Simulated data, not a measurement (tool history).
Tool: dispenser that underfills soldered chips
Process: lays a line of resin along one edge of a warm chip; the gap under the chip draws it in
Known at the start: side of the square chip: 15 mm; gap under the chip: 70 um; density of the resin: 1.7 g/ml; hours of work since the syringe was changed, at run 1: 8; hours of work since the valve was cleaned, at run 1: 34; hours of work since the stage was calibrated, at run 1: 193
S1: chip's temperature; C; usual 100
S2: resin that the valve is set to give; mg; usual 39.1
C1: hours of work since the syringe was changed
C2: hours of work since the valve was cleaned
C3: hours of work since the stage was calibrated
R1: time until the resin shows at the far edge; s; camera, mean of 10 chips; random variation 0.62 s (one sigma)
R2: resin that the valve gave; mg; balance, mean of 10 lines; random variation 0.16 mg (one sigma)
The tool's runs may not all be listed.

run 1 day=0.000 | S1=100 S2=39.1 | C1=8 C2=34 C3=193 | R1=85.4 R2=37.81
-- day=0.108 new syringe of resin
run 2 day=0.258 | S1=96 S2=39.1 | C1=2 C2=38 C3=197 | R1=77.0 R2=37.89
run 3 day=0.412 | S1=96 S2=44.7 | C1=5 C2=40 C3=200 | R1=86.4 R2=43.24
run 4 day=0.558 | S1=96 S2=37.3 | C1=7 C2=43 C3=202 | R1=102.2 R2=36.01
-- day=0.712 new syringe of resin
run 5 day=0.775 | S1=100 S2=39.1 | C1=1 C2=46 C3=205 | R1=60.4 R2=37.87
run 6 day=1.021 | S1=100 S2=39.1 | C1=5 C2=50 C3=209 | R1=73.2 R2=37.52
run 7 day=1.275 | S1=100 S2=39.1 | C1=9 C2=54 C3=213 | R1=89.4 R2=37.26
-- day=1.308 new syringe of resin
run 8 day=1.562 | S1=100 S2=39.1 | C1=4 C2=59 C3=218 | R1=69.3 R2=37.34
run 9 day=1.704 | S1=87 S2=39.1 | C1=6 C2=61 C3=220 | R1=144.5 R2=37.07
-- day=1.904 new syringe of resin
run 10 day=1.925 | S1=100 S2=39.1 | C1=0 C2=64 C3=224 | R1=57.7 R2=36.93
run 11 day=2.075 | S1=100 S2=39.1 | C1=3 C2=67 C3=226 | R1=64.4 R2=37.30
run 12 day=2.362 | S1=100 S2=39.1 | C1=7 C2=72 C3=231 | R1=79.9 R2=36.74
-- day=2.508 new syringe of resin
-- day=2.700 dispensing valve cleaned and set on the balance
run 13 day=2.708 | S1=100 S2=39.1 | C1=3 C2=0 C3=236 | R1=65.1 R2=38.98

Forecast run 14:
run 14 day=2.846 | S1=100 S2=39.1 | C1=5 C2=2 C3=238 | R1=? R2=?

{"run 14": {"R1": 70.8, "R2": 39.12}}
Without the tool's hidden state the same run would have given R1 53.2 s, R2 39.19 mg.
